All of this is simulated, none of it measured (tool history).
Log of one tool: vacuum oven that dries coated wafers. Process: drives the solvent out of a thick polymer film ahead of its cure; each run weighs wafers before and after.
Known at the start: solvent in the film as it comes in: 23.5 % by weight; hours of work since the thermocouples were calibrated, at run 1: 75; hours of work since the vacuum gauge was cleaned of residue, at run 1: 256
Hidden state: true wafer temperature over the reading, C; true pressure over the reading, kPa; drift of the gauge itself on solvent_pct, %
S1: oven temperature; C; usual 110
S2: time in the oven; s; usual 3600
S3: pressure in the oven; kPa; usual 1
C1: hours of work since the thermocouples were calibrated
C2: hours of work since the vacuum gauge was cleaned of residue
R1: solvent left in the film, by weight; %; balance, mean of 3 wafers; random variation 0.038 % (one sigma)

run	hour	S1	S2	S3	C1	C2	R1
1	0	110	3600	1	75	256	2.1
2	12.3	104	3600	1	83	264	3.48
3	30.8	104	3600	1	96	277	3.44
4	42.4	110	3600	2.05	103	284	2.32
5	57.4	110	3600	3.11	113	294	2.59
6	65.9	110	3600	3.11	119	300	2.53
7	77.6	110	3600	3.11	126	307	2.61
8	86.9	110	3600	3.11	132	313	2.5
9	101.9	110	4860	1	142	323	0.97
10	121	98	3600	1	155	336	5.29
11	131.7	110	3600	1	162	343	2.09
12	150.7	110	3600	1	174	355	2.09
13	163.1	110	3600	1	182	364	2.01
14	171.4	110	3600	1	188	369	1.99
15	179.3	110	3600	1	193	374	2.06
16	195.4	110	3600	1	204	385	2.05
17	207.3	110	3600	1	212	393	2.08
18	225.9	110	3600	1	224	405	2.08
19	243.8	110	3600	1	236	417	2.02
20	259.2	110	3600	1	246	427	2.06
21	278	110	3600	1	258	439	2.03
22	289.3	110	3600	1	265	447	2.05
23	298.8	110	2340	1	272	453	4.32
24	316.8	110	3600	2.67	284	465	2.35
25	334.5	110	4320	2.51	295	476	1.7
26	343.2	105	3660	0.66	301	482	2.92
27	361.9	109	2880	2.51	313	494	3.6
28	372.3	122	1980	1.04	320	501	2.34
29	389.6	122	1980	0.71	331	512	2.28
30	405.1	116	5520	2.06	342	523	0.64
31	413.4	116	5520	2.06	347	528	0.62
32	422.8	122	3600	0.89	353	534	0.41
33	437.9	102	2100	0.97	363	544	7.54
34	446.3	110	3840	1.91	369	550	1.95
35	454.6	110	2160	1	374	555	4.71
36	464	110	2520	0.85	380	561	3.72
37	474.5	110	3600	0.93	387	568	1.93
38	487.4	122	5040	1	396	577	0.21
39	503.8	96	2220	2.01	406	588	9.25
40	520.6	97	1860	1.15	417	599	10.07
41	531.8	97	1860	1.15	425	606	9.96
42	539.5	97	2460	1.6	430	611	8.18
43	551.3	113	2220	1	438	619	3.79
44	562.4	102	3480	0.96	445	626	4.1
45	578.4	102	1860	0.86	456	637	8.24
46	592.9	115	2820	1.5	465	646	2.19

5 ways to go on from here, each from the tool as it stands after run 46. What would each give?
A	610.1	100	4800	0.55	476	657	?
B	610.1	95	3780	2.96	476	657	?
C	610.1	118	1860	1.1	476	657	?
D	610.1	110	2400	2.37	476	657	?
E	610.1	125	3840	3.99	476	657	?

run	R1
A	2.75
B	6.34
C	3.52
D	4.35
E	0.74
Without the tool's hidden state the same runs would have given:
run	R1
A	2.84
B	6.5
C	3.66
D	4.5
E	0.73

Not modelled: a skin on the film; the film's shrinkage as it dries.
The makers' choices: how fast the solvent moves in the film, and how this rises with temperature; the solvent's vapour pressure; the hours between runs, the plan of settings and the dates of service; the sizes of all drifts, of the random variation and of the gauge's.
